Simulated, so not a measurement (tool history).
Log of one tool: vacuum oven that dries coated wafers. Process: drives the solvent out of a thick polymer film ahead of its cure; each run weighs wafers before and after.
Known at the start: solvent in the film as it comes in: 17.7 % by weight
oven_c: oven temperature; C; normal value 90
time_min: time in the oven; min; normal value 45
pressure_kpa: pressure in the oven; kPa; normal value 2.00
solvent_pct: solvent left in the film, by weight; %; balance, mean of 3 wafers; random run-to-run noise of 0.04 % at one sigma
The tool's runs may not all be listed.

Run 1, day 0.000: usual settings. Result: solvent_pct 2.97 %.
Run 2, day 0.542: usual settings but oven_c 76 C. Result: solvent_pct 6.04 %.
Run 3, day 1.579: usual settings but oven_c 76 C. Result: solvent_pct 6.03 %.
Run 4, day 2.483: usual settings but oven_c 75 C. Result: solvent_pct 6.34 %.
Run 5, day 3.071: usual settings but oven_c 75 C. Result: solvent_pct 6.25 %.
Run 6, day 3.933: usual settings but oven_c 75 C, time_min 61 min. Result: solvent_pct 5.06 %.
Run 7, day 4.667: usual settings but oven_c 75 C, time_min 61 min. Result: solvent_pct 5.03 %.
Run 8, day 5.271: usual settings but oven_c 75 C, time_min 61 min. Result: solvent_pct 4.98 %.
Run 9, day 6.238: usual settings. Result: solvent_pct 3.05 %.
Run 10, day 6.829: usual settings. Result: solvent_pct 3.04 %.
Run 11, day 8.079: usual settings. Result: solvent_pct 2.97 %.
Run 12, day 8.679: usual settings. Result: solvent_pct 2.98 %.
Run 13, day 9.225: usual settings but pressure_kpa 2.29 kPa. Result: solvent_pct 3.13 %.
Run 14, day 10.350: usual settings but pressure_kpa 2.29 kPa. Result: solvent_pct 3.17 %.
Run 15, day 11.121: usual settings but pressure_kpa 2.29 kPa. Result: solvent_pct 3.17 %.
Run 16, day 11.921: usual settings but pressure_kpa 2.29 kPa. Result: solvent_pct 3.15 %.
Run 17, day 12.979: usual settings but pressure_kpa 2.29 kPa. Result: solvent_pct 3.13 %.
Run 18, day 14.133: usual settings but pressure_kpa 2.29 kPa. Result: solvent_pct 3.20 %.
Run 19, day 14.742: usual settings but pressure_kpa 2.29 kPa. Result: solvent_pct 3.22 %.
Run 20, day 15.883: usual settings but pressure_kpa 2.29 kPa. Result: solvent_pct 3.19 %.
Run 21, day 17.046: usual settings but oven_c 100 C, time_min 31 min. Result: solvent_pct 2.52 %.
Run 22, day 18.204: usual settings but oven_c 100 C, time_min 31 min. Result: solvent_pct 2.64 %.
Run 23, day 19.117: usual settings but oven_c 81 C, time_min 66 min, pressure_kpa 5.30 kPa. Result: solvent_pct 6.41 %.
Run 24, day 19.771: usual settings but oven_c 97 C, time_min 53 min, pressure_kpa 4.04 kPa. Result: solvent_pct 2.72 %.
Run 25, day 20.892: usual settings but oven_c 97 C, time_min 30 min, pressure_kpa 7.69 kPa. Result: solvent_pct 6.04 %.
Run 26, day 21.596: usual settings but oven_c 88 C, time_min 25 min, pressure_kpa 5.47 kPa. Result: solvent_pct 7.79 %.
Run 27, day 22.662: usual settings but time_min 62 min. Result: solvent_pct 2.20 %.
Run 28, day 23.554: usual settings but time_min 62 min. Result: solvent_pct 2.18 %.
Run 29, day 24.262: usual settings but time_min 62 min. Result: solvent_pct 2.13 %.
Run 30, day 25.342: usual settings but time_min 62 min. Result: solvent_pct 2.14 %.
Run 31, day 25.871: usual settings but oven_c 105 C, time_min 28 min, pressure_kpa 1.11 kPa. Result: solvent_pct 1.96 %.
Run 32, day 27.038: usual settings but oven_c 77 C, time_min 78 min, pressure_kpa 3.63 kPa. Result: solvent_pct 5.46 %.
Run 33, day 28.092: usual settings but oven_c 77 C, time_min 78 min, pressure_kpa 3.63 kPa. Result: solvent_pct 5.48 %.
Run 34, day 28.917: usual settings but oven_c 77 C, time_min 78 min, pressure_kpa 3.63 kPa. Result: solvent_pct 5.47 %.
Run 35, day 29.517: usual settings but oven_c 77 C, pressure_kpa 3.63 kPa. Result: solvent_pct 7.35 %.
Run 36, day 30.588: usual settings but oven_c 77 C, pressure_kpa 3.63 kPa. Result: solvent_pct 7.17 %.
Run 37, day 31.429: usual settings but pressure_kpa 2.48 kPa. Result: solvent_pct 3.18 %.
Run 38, day 32.646: usual settings but oven_c 101 C, time_min 42 min, pressure_kpa 1.53 kPa. Result: solvent_pct 1.43 %.
Run 39, day 33.408: usual settings but time_min 26 min, pressure_kpa 3.09 kPa. Result: solvent_pct 5.72 %.

Results for each run, recomputed without the tool's hidden state and with each run's random variation untouched:
Hidden state at play: true wafer temperature over the reading, C; true pressure over the reading, kPa; drift of the gauge itself on solvent_pct, %.
run  solvent_pct
  1         3.39
  2         6.65
  3         6.64
  4         6.96
  5         6.87
  6         5.67
  7         5.64
  8         5.59
  9         3.48
 10         3.47
 11         3.41
 12         3.43
 13         3.59
 14         3.64
 15         3.63
 16         3.61
 17         3.60
 18         3.67
 19         3.69
 20         3.66
 21         2.93
 22         3.05
 23         7.18
 24         3.08
 25         6.74
 26         8.52
 27         2.54
 28         2.52
 29         2.47
 30         2.48
 31         2.32
 32         6.18
 33         6.19
 34         6.19
 35         8.16
 36         7.97
 37         3.69
 38         1.70
 39         6.38
